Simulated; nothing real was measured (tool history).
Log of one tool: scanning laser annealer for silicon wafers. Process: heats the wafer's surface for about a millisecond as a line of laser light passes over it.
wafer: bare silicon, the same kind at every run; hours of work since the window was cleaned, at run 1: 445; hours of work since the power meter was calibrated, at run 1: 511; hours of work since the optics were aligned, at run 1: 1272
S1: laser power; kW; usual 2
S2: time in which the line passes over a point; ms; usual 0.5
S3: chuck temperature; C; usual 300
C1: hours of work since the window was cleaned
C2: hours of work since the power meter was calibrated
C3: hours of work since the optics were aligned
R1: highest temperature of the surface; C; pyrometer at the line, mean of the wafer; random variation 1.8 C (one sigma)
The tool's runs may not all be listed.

run,hour,S1,S2,S3,C1,C2,C3,R1
1,0,2,0.5,300,445,511,1272,1047
2,32.4,2,0.5,300,468,534,1295,1048
3,70.4,2,0.5,300,495,561,1322,1049
4,97.9,2,0.464,300,515,581,1342,1018
5,123.2,2,0.464,300,533,599,1360,1022
6,158.5,2,0.5,300,558,624,1385,1049
7,182,2,0.363,300,575,641,1402,933
8,211.8,2,0.363,300,596,662,1423,932
9,232,1.79,0.5,300,611,677,1438,944
10,260.8,1.79,0.5,272,632,697,1458,913
# hour 280.7: window over the wafer cleaned
11,301.5,1.79,0.5,272,15,725,1486,919
12,339.3,1.79,0.5,272,42,752,1513,918
13,370.9,1.79,0.5,272,65,775,1536,917
14,419.4,1.79,0.5,272,99,809,1571,915
15,460.1,1.79,0.5,272,128,839,1600,917
16,507.9,1.79,0.5,272,163,873,1634,917
17,539.8,2,0.5,300,185,896,1657,1046
18,578.9,2,0.5,298,213,924,1685,1044
# hour 614.6: optics aligned, line set to its width
19,614.6,2,0.5,298,235,946,0,1044
20,648.1,2,0.5,298,259,970,24,1046
21,673.5,1.87,0.456,338,278,988,42,987
22,701.1,2.055,0.447,300,297,1008,62,1033
23,735.2,2,0.617,268,322,1032,86,1102
24,758.4,1.938,0.617,268,338,1049,103,1066
25,791.9,2.164,0.556,314,362,1072,127,1192
26,829.2,2.044,0.556,330,389,1099,154,1142
27,872.5,2.044,0.556,330,420,1130,185,1146
28,896.3,2.044,0.556,330,437,1147,202,1142
29,936.3,2,0.587,300,466,1176,230,1116
30,966,2.156,0.382,269,487,1197,252,989
31,991.3,2.046,0.361,269,505,1215,270,919
32,1011.6,2.028,0.5,339,520,1230,284,1101
33,1038.9,2.028,0.5,339,539,1249,304,1101
34,1075.9,1.86,0.486,339,566,1276,330,1006
35,1105.2,1.86,0.486,280,587,1297,351,948
36,1131.4,2,0.386,313,605,1316,370,963
37,1155,2.057,0.446,320,622,1332,387,1048
38,1179.3,2.057,0.446,320,640,1350,404,1050
# hour 1185.7: window over the wafer cleaned
39,1221.8,1.925,0.5,318,26,1379,433,1029
40,1258.6,2.038,0.5,327,52,1405,460,1097

3 ways to go on from here, each from the tool as it stands after run 40. What would each give?
A,1279.1,1.995,0.506,300,67,1420,474,?
B,1279.1,2.128,0.391,327,67,1420,474,?
C,1279.1,1.919,0.473,300,67,1420,474,?

run,R1
A,1050
B,1042
C,988
Without the tool's hidden state the same runs would have given:
run,R1
A,1051
B,1043
C,988
